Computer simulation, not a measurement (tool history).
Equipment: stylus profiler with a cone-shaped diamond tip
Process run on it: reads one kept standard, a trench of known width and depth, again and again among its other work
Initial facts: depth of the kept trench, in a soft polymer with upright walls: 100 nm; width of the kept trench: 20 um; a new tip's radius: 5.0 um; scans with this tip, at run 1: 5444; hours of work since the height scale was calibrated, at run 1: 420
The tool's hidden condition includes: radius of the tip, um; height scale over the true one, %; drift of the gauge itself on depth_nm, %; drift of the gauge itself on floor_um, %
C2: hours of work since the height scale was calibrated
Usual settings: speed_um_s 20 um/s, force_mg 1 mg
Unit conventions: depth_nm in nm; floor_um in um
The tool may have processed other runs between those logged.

{"run": 1, "day": 0.0, "speed_um_s": 20, "force_mg": 1, "scans with this tip": 5444, "C2": 420, "depth_nm": 100.44, "floor_um": 17.17}
{"run": 2, "day": 4.85, "speed_um_s": 20, "force_mg": 1, "scans with this tip": 6279, "C2": 485, "depth_nm": 100.45, "floor_um": 17.11}
{"run": 3, "day": 9.275, "speed_um_s": 6, "force_mg": 1, "scans with this tip": 7041, "C2": 544, "depth_nm": 100.44, "floor_um": 17.05}
{"run": 4, "day": 12.029, "speed_um_s": 6, "force_mg": 1, "scans with this tip": 7515, "C2": 580, "depth_nm": 100.49, "floor_um": 17.07}
{"run": 5, "day": 14.633, "speed_um_s": 6, "force_mg": 1, "scans with this tip": 7964, "C2": 615, "depth_nm": 100.5, "floor_um": 16.92}
{"run": 6, "day": 18.342, "speed_um_s": 16, "force_mg": 1, "scans with this tip": 8602, "C2": 664, "depth_nm": 100.51, "floor_um": 16.82}
{"run": 7, "day": 22.638, "speed_um_s": 16, "force_mg": 1, "scans with this tip": 9343, "C2": 721, "depth_nm": 100.51, "floor_um": 16.72}
{"run": 8, "day": 25.538, "speed_um_s": 16, "force_mg": 1, "scans with this tip": 9842, "C2": 760, "depth_nm": 100.5, "floor_um": 16.68}
{"run": 9, "day": 30.129, "speed_um_s": 16, "force_mg": 1, "scans with this tip": 10633, "C2": 821, "depth_nm": 100.51, "floor_um": 16.6}
{"run": 10, "day": 35.708, "speed_um_s": 16, "force_mg": 1, "scans with this tip": 11594, "C2": 895, "depth_nm": 100.54, "floor_um": 16.55}
{"run": 11, "day": 41.275, "speed_um_s": 20, "force_mg": 1, "scans with this tip": 12552, "C2": 969, "depth_nm": 100.52, "floor_um": 16.43}
{"run": 12, "day": 43.738, "speed_um_s": 20, "force_mg": 1, "scans with this tip": 12977, "C2": 1002, "depth_nm": 100.51, "floor_um": 16.38}
{"day": 45.183, "done": "new tip fitted, height scale calibrated"}
{"run": 13, "day": 47.621, "speed_um_s": 7, "force_mg": 0.49, "scans with this tip": 420, "C2": 32, "depth_nm": 100.2, "floor_um": 17.94}
{"run": 14, "day": 50.617, "speed_um_s": 61, "force_mg": 2.74, "scans with this tip": 936, "C2": 72, "depth_nm": 100.68, "floor_um": 17.68}
{"run": 15, "day": 53.7, "speed_um_s": 65, "force_mg": 2.74, "scans with this tip": 1467, "C2": 113, "depth_nm": 100.69, "floor_um": 17.66}
{"run": 16, "day": 58.283, "speed_um_s": 15, "force_mg": 1.62, "scans with this tip": 2256, "C2": 174, "depth_nm": 100.51, "floor_um": 17.7}
{"run": 17, "day": 63.462, "speed_um_s": 46, "force_mg": 1.62, "scans with this tip": 3148, "C2": 243, "depth_nm": 100.51, "floor_um": 17.42}
{"run": 18, "day": 68.508, "speed_um_s": 39, "force_mg": 0.53, "scans with this tip": 4018, "C2": 310, "depth_nm": 100.26, "floor_um": 17.26}
{"run": 19, "day": 72.854, "speed_um_s": 55, "force_mg": 0.8, "scans with this tip": 4766, "C2": 368, "depth_nm": 100.32, "floor_um": 17.11}
{"run": 20, "day": 75.292, "speed_um_s": 55, "force_mg": 0.8, "scans with this tip": 5186, "C2": 400, "depth_nm": 100.33, "floor_um": 17.04}
{"run": 21, "day": 80.512, "speed_um_s": 17, "force_mg": 1.17, "scans with this tip": 6085, "C2": 470, "depth_nm": 100.43, "floor_um": 17.11}
{"run": 22, "day": 84.954, "speed_um_s": 9, "force_mg": 0.96, "scans with this tip": 6850, "C2": 529, "depth_nm": 100.39, "floor_um": 17.06}

Hidden state or all else? Some run-to-run changes of depth_nm, split into what the settings, what came in and random variation would give without the hidden state, and what is left for the hidden state (with any gauge scatter that isn't in both results):
Run 3 -> 4: nothing adjusted, nothing logged. depth_nm +0.05 nm: hidden state +0.02, all else +0.03.
Run 12 -> 13: speed_um_s 20 -> 7, force_mg 1 -> 0.49, new tip fitted, height scale calibrated. depth_nm -0.31 nm: hidden state -0.2, all else -0.11.
Run 13 -> 14: speed_um_s 7 -> 61, force_mg 0.49 -> 2.74. depth_nm +0.48 nm: hidden state +0.01, all else +0.47.
